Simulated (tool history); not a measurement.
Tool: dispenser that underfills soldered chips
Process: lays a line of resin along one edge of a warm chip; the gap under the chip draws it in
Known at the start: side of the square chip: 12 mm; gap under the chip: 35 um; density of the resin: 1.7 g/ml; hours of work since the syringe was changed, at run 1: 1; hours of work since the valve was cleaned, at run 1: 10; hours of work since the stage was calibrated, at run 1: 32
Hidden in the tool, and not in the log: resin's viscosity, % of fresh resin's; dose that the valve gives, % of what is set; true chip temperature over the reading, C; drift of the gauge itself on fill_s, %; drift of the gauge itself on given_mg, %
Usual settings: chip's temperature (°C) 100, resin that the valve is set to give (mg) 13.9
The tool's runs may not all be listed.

run    day  chip's temperature (°C)  resin that the valve is set to give (mg)  hours of work since the syringe was changed  hours of work since the valve was cleaned  hours of work since the stage was calibrated  time until the resin shows at the far edge (s)  resin that the valve gave (mg)
  1      0                      100                                      13.9                                            1                                         10                                            32                                            81.2                            13.9
  2  0.258                      100                                      13.9                                            5                                         14                                            36                                           105.6                           13.66
  3  0.454                      100                                      13.9                                            8                                         17                                            40                                           134.1                           13.69
     0.721  -- new syringe of resin
  4  0.808                       97                                      13.9                                            1                                         22                                            45                                              94                           13.58
  5  1.133                       97                                      13.9                                            6                                         27                                            50                                           129.8                            13.6
  6  1.421                      100                                        18                                           11                                         32                                            55                                             160                           17.54
     1.496  -- new syringe of resin
  7  1.792                      100                                        18                                            5                                         37                                            60                                           105.7                           17.71
  8  1.975                      100                                        18                                            8                                         40                                            63                                           127.8                           17.57
      2.25  -- new syringe of resin
  9   2.25                      105                                      12.2                                            0                                         45                                            67                                            66.9                           11.83
 10  2.617                       87                                      13.4                                            6                                         50                                            73                                           180.1                           12.83
 11  2.838                      100                                      13.4                                            9                                         54                                            77                                           145.7                           12.85
     2.904  -- dispensing valve cleaned and set on the balance
     3.054  -- new syringe of resin
 12  3.171                      100                                      13.4                                            2                                          4                                            81                                            87.7                           13.38
 13   3.35                       93                                      14.9                                            5                                          7                                            84                                           131.3                           14.76
 14  3.617                       99                                      13.9                                            9                                         11                                            88                                           145.5                           13.98
 15  3.788                       95                                        14                                           12                                         14                                            91                                           202.2                           13.79

Forecast each of these 4 alternatives for the next run:
     3.833  -- new syringe of resin
  A  4.1                       97                                      14.4                                            4                                         18                                            95                                               ?                               ?
     3.833  -- new syringe of resin
  B  4.1                       90                                      13.9                                            4                                         18                                            95                                               ?                               ?
     3.833  -- new syringe of resin
  C  4.1                       94                                      13.2                                            4                                         18                                            95                                               ?                               ?
     3.833  -- new syringe of resin
  D  4.1                       99                                      12.3                                            4                                         18                                            95                                               ?                               ?

run  time until the resin shows at the far edge (s)  resin that the valve gave (mg)
  A                                           116.3                           14.24
  B                                           146.3                            13.7
  C                                           129.4                           12.93
  D                                           110.9                           12.07
Without the tool's hidden state the same runs would have given:
run  time until the resin shows at the far edge (s)  resin that the valve gave (mg)
  A                                              85                           14.43
  B                                             107                           13.88
  C                                            94.5                            13.1
  D                                            80.9                           12.23
